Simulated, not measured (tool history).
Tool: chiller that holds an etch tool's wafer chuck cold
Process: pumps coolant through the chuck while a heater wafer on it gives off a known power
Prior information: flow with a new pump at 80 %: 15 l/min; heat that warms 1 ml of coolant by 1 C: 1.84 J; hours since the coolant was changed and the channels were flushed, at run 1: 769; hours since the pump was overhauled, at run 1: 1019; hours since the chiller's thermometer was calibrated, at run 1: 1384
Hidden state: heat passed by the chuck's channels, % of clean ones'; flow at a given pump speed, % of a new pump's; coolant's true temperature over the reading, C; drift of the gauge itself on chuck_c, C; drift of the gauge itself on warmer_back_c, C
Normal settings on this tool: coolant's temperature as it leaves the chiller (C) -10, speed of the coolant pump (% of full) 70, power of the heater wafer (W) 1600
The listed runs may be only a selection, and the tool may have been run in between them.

run	hour	coolant's temperature as it leaves the chiller (C)	speed of the coolant pump (% of full)	power of the heater wafer (W)	hours since the coolant was changed and the channels were flushed	hours since the pump was overhauled	hours since the chiller's thermometer was calibrated	chuck's temperature once it has settled (C)	how much warmer the coolant comes back (C)
1	0.0	-10	70	1600	769	1019	1384	3.9	3.99
2	16.0	-10	70	1600	785	1035	1400	4.1	4.02
3	34.7	-10	70	1600	803	1053	1419	4.0	4.10
4	68.2	-10	70	1600	837	1087	1452	3.9	4.02
5	86.2	-10	70	1600	855	1105	1471	3.9	4.06
6	119.4	-10	70	1600	888	1138	1504	3.9	4.07
7	155.0	-10	70	1600	924	1174	1539	4.0	4.04
8	175.0	-10	70	1999	944	1194	1559	7.4	5.11
9	197.2	-10	70	1999	966	1216	1581	7.5	5.10
10	223.8	-10	70	1600	992	1242	1608	4.0	4.04
11	253.5	-10	70	1600	1022	1272	1638	4.0	4.13
12	271.7	-10	70	1600	1040	1290	1656	4.0	4.08
13	307.5	-10	81	1600	1076	1326	1692	2.3	3.51
14	326.8	-10	81	1600	1095	1345	1711	2.5	3.54
15	360.1	-10	100	1600	1129	1379	1744	0.9	2.80
16	385.8	-3	70	1600	1154	1404	1770	10.9	4.08
17	415.1	-3	70	1600	1184	1434	1799	10.9	4.09
18	433.0	-3	70	1600	1202	1452	1817	10.9	4.15
19	461.4	-13	83	1600	1230	1480	1846	-0.6	3.50
20	482.9	-13	83	1600	1251	1501	1867	-0.6	3.48
21	519.1	-13	77	1600	1288	1538	1903	0.1	3.68
22	553.2	-13	77	1600	1322	1572	1937	0.2	3.79
23	590.1	-13	89	1600	1359	1609	1974	-1.3	3.22
24	623.9	-13	89	1600	1393	1643	2008	-1.3	3.23
25	654.4	-13	89	1600	1423	1673	2039	-1.3	3.25
# hour 688.3: gauge calibrated
26	691.5	-13	89	1600	1460	1710	2076	-1.2	3.05
27	730.0	-10	78	1778	1499	1749	2114	4.3	4.03
28	764.9	-10	78	1778	1534	1784	2149	4.3	3.97
29	782.0	-10	78	1778	1551	1801	2166	4.2	4.04
30	797.8	-10	78	1778	1566	1816	2182	4.3	4.02
31	832.9	-13	65	1755	1602	1852	2217	2.9	4.84
32	864.6	-1	77	1060	1633	1883	2249	7.7	2.42
33	899.4	-10	79	2223	1668	1918	2284	7.7	4.96

Here are 3 independent what-if runs from the current tool condition. What would each one return?
A	935.1	-10	80	1534	1704	1954	2319	?	?
B	935.1	-10	70	2150	1704	1954	2319	?	?
C	935.1	-10	83	1061	1704	1954	2319	?	?

run	chuck's temperature once it has settled (C)	how much warmer the coolant comes back (C)
A	2.0	3.44
B	8.8	5.49
C	-1.8	2.29
With no hidden state in the tool, these same runs would have given:
run	chuck's temperature once it has settled (C)	how much warmer the coolant comes back (C)
A	2.0	3.38
B	8.8	5.42
C	-1.8	2.23
